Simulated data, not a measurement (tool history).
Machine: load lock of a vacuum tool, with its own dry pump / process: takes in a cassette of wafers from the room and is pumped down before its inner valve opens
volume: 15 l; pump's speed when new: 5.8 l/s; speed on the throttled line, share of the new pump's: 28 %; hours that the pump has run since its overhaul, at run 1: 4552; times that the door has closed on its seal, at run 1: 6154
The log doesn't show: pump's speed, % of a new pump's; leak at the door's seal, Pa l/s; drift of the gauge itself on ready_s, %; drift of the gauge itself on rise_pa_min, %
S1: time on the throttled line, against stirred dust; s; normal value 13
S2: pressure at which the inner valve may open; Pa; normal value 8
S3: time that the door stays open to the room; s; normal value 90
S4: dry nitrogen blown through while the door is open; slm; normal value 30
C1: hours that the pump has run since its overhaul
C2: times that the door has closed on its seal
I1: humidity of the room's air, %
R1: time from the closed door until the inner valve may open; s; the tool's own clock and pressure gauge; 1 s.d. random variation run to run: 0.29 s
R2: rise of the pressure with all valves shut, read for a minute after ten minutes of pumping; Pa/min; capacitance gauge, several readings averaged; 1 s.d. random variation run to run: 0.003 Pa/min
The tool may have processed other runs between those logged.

{"run": 1, "day": 0.0, "S1": 13, "S2": 8, "S3": 90, "S4": 30, "C1": 4552, "C2": 6154, "I1": 44.1, "R1": 34.8, "R2": 0.068}
{"run": 2, "day": 7.954, "S1": 13, "S2": 8, "S3": 90, "S4": 30, "C1": 4743, "C2": 6593, "I1": 41.3, "R1": 35.0, "R2": 0.067}
{"run": 3, "day": 11.767, "S1": 13, "S2": 8, "S3": 90, "S4": 30, "C1": 4834, "C2": 6803, "I1": 46.2, "R1": 35.1, "R2": 0.07}
{"run": 4, "day": 16.146, "S1": 13, "S2": 8, "S3": 90, "S4": 30, "C1": 4940, "C2": 7045, "I1": 45.7, "R1": 35.2, "R2": 0.072}
{"run": 5, "day": 23.088, "S1": 13, "S2": 8, "S3": 90, "S4": 30, "C1": 5106, "C2": 7427, "I1": 44.5, "R1": 35.2, "R2": 0.076}
{"run": 6, "day": 29.188, "S1": 13, "S2": 8, "S3": 90, "S4": 15, "C1": 5253, "C2": 7763, "I1": 44.6, "R1": 35.3, "R2": 0.091}
{"run": 7, "day": 37.104, "S1": 13, "S2": 8, "S3": 90, "S4": 15, "C1": 5443, "C2": 8200, "I1": 45.8, "R1": 35.5, "R2": 0.097}
{"run": 8, "day": 41.954, "S1": 13, "S2": 8, "S3": 90, "S4": 15, "C1": 5559, "C2": 8467, "I1": 45.2, "R1": 35.0, "R2": 0.095}
{"run": 9, "day": 46.742, "S1": 13, "S2": 8, "S3": 90, "S4": 15, "C1": 5674, "C2": 8731, "I1": 42.1, "R1": 35.7, "R2": 0.095}
{"run": 10, "day": 52.992, "S1": 13, "S2": 8, "S3": 90, "S4": 15, "C1": 5824, "C2": 9076, "I1": 44.7, "R1": 35.3, "R2": 0.098}
{"run": 11, "day": 60.625, "S1": 13, "S2": 8, "S3": 90, "S4": 30, "C1": 6007, "C2": 9496, "I1": 45.1, "R1": 35.4, "R2": 0.079}
{"run": 12, "day": 67.738, "S1": 13, "S2": 8, "S3": 90, "S4": 30, "C1": 6178, "C2": 9889, "I1": 44.1, "R1": 35.5, "R2": 0.078}
{"run": 13, "day": 74.458, "S1": 14, "S2": 8, "S3": 90, "S4": 15, "C1": 6339, "C2": 10259, "I1": 43.0, "R1": 36.3, "R2": 0.095}
{"run": 14, "day": 81.067, "S1": 21, "S2": 13, "S3": 34, "S4": 7, "C1": 6498, "C2": 10623, "I1": 44.8, "R1": 39.7, "R2": 0.097}
{"run": 15, "day": 86.954, "S1": 13, "S2": 6, "S3": 52, "S4": 8, "C1": 6639, "C2": 10948, "I1": 43.6, "R1": 35.9, "R2": 0.106}
{"run": 16, "day": 91.192, "S1": 13, "S2": 6, "S3": 52, "S4": 8, "C1": 6741, "C2": 11181, "I1": 45.0, "R1": 36.5, "R2": 0.111}
{"run": 17, "day": 96.05, "S1": 9, "S2": 8, "S3": 54, "S4": 30, "C1": 6857, "C2": 11449, "I1": 43.8, "R1": 33.0, "R2": 0.078}
{"run": 18, "day": 104.104, "S1": 9, "S2": 8, "S3": 54, "S4": 30, "C1": 7051, "C2": 11893, "I1": 44.8, "R1": 32.8, "R2": 0.083}
{"run": 19, "day": 109.55, "S1": 13, "S2": 8, "S3": 56, "S4": 8, "C1": 7181, "C2": 12193, "I1": 43.7, "R1": 35.6, "R2": 0.107}
{"run": 20, "day": 112.988, "S1": 13, "S2": 6, "S3": 148, "S4": 8, "C1": 7264, "C2": 12383, "I1": 42.4, "R1": 36.2, "R2": 0.138}
{"run": 21, "day": 118.875, "S1": 13, "S2": 6, "S3": 148, "S4": 8, "C1": 7405, "C2": 12707, "I1": 49.2, "R1": 36.5, "R2": 0.162}
{"run": 22, "day": 123.429, "S1": 13, "S2": 6, "S3": 148, "S4": 8, "C1": 7514, "C2": 12958, "I1": 43.2, "R1": 37.4, "R2": 0.147}
{"run": 23, "day": 127.925, "S1": 6, "S2": 10, "S3": 62, "S4": 34, "C1": 7622, "C2": 13206, "I1": 46.8, "R1": 30.3, "R2": 0.088}

Alternative continuations, all from the tool just after run 23; predict every row:
{"run": "A", "day": 132.492, "S1": 21, "S2": 8, "S3": 90, "S4": 30, "C1": 7732, "C2": 13458, "I1": 46.5, "R1": "?", "R2": "?"}
{"run": "B", "day": 132.492, "S1": 12, "S2": 8, "S3": 90, "S4": 39, "C1": 7732, "C2": 13458, "I1": 46.0, "R1": "?", "R2": "?"}
{"run": "C", "day": 132.492, "S1": 6, "S2": 8, "S3": 29, "S4": 34, "C1": 7732, "C2": 13458, "I1": 43.9, "R1": "?", "R2": "?"}

run=A R1=41.4 R2=0.102
run=B R1=35.1 R2=0.088
run=C R1=30.9 R2=0.076
Take away the tool's hidden state, keep each run's random variation, and the runs would have read:
run=A R1=39.9 R2=0.058
run=B R1=33.3 R2=0.044
run=C R1=29.0 R2=0.032
